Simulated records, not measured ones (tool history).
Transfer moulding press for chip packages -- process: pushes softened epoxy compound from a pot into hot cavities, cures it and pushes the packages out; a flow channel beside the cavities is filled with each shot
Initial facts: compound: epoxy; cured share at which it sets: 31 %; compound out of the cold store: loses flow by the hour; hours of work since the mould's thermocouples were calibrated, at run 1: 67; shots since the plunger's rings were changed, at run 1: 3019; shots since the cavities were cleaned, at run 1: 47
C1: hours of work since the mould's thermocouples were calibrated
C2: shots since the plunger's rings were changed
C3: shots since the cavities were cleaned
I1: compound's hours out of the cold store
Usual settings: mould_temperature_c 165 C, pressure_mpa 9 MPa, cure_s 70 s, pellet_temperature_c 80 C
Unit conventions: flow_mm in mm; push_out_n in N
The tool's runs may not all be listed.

run 1 day=0 | mould_temperature_c=165 pressure_mpa=9 cure_s=70 pellet_temperature_c=80 | C1=67 C2=3019 C3=47 | I1=45.4 | flow_mm=719 push_out_n=459
run 2 day=0.608 | mould_temperature_c=165 pressure_mpa=9 cure_s=70 pellet_temperature_c=80 | C1=76 C2=3210 C3=238 | I1=44.7 | flow_mm=734 push_out_n=559
run 3 day=0.967 | mould_temperature_c=165 pressure_mpa=9 cure_s=70 pellet_temperature_c=80 | C1=81 C2=3323 C3=351 | I1=14.5 | flow_mm=817 push_out_n=618
-- day=1.317 cavities cleaned with cleaning compound and waxed
run 4 day=1.467 | mould_temperature_c=165 pressure_mpa=7.96 cure_s=70 pellet_temperature_c=80 | C1=87 C2=3460 C3=48 | I1=25 | flow_mm=726 push_out_n=493
run 5 day=2.033 | mould_temperature_c=165 pressure_mpa=9 cure_s=70 pellet_temperature_c=80 | C1=96 C2=3637 C3=225 | I1=13.5 | flow_mm=809 push_out_n=580
run 6 day=2.467 | mould_temperature_c=165 pressure_mpa=9 cure_s=70 pellet_temperature_c=83 | C1=102 C2=3773 C3=361 | I1=25.3 | flow_mm=770 push_out_n=609
-- day=2.8 cavities cleaned with cleaning compound and waxed
run 7 day=3.083 | mould_temperature_c=165 pressure_mpa=9 cure_s=70 pellet_temperature_c=83 | C1=110 C2=3947 C3=89 | I1=8.9 | flow_mm=811 push_out_n=519
run 8 day=3.404 | mould_temperature_c=165 pressure_mpa=9 cure_s=70 pellet_temperature_c=83 | C1=114 C2=4047 C3=189 | I1=31 | flow_mm=758 push_out_n=543
run 9 day=3.658 | mould_temperature_c=165 pressure_mpa=9 cure_s=70 pellet_temperature_c=83 | C1=118 C2=4128 C3=270 | I1=26.4 | flow_mm=750 push_out_n=597
run 10 day=3.908 | mould_temperature_c=165 pressure_mpa=9 cure_s=70 pellet_temperature_c=83 | C1=121 C2=4206 C3=348 | I1=10.3 | flow_mm=800 push_out_n=609
run 11 day=4.158 | mould_temperature_c=165 pressure_mpa=9 cure_s=70 pellet_temperature_c=80 | C1=125 C2=4284 C3=426 | I1=17.4 | flow_mm=777 push_out_n=641
-- day=4.262 cavities cleaned with cleaning compound and waxed
run 12 day=4.808 | mould_temperature_c=165 pressure_mpa=9.86 cure_s=70 pellet_temperature_c=80 | C1=133 C2=4468 C3=171 | I1=14.9 | flow_mm=823 push_out_n=548
run 13 day=5.242 | mould_temperature_c=165 pressure_mpa=9.86 cure_s=70 pellet_temperature_c=80 | C1=139 C2=4604 C3=307 | I1=37.7 | flow_mm=746 push_out_n=581
-- day=5.721 cavities cleaned with cleaning compound and waxed
run 14 day=5.9 | mould_temperature_c=167 pressure_mpa=9 cure_s=70 pellet_temperature_c=80 | C1=148 C2=4791 C3=56 | I1=28.4 | flow_mm=740 push_out_n=459

What does the tool deliver on the next run?
run 15 day=6.333 | mould_temperature_c=167 pressure_mpa=9 cure_s=70 pellet_temperature_c=84 | C1=154 C2=4927 C3=192 | I1=41.9 | flow_mm=? push_out_n=?

flow_mm: 699 mm
push_out_n: 498 N
Without the tool's hidden state the same run would have given flow_mm 776 mm, push_out_n 399 N.
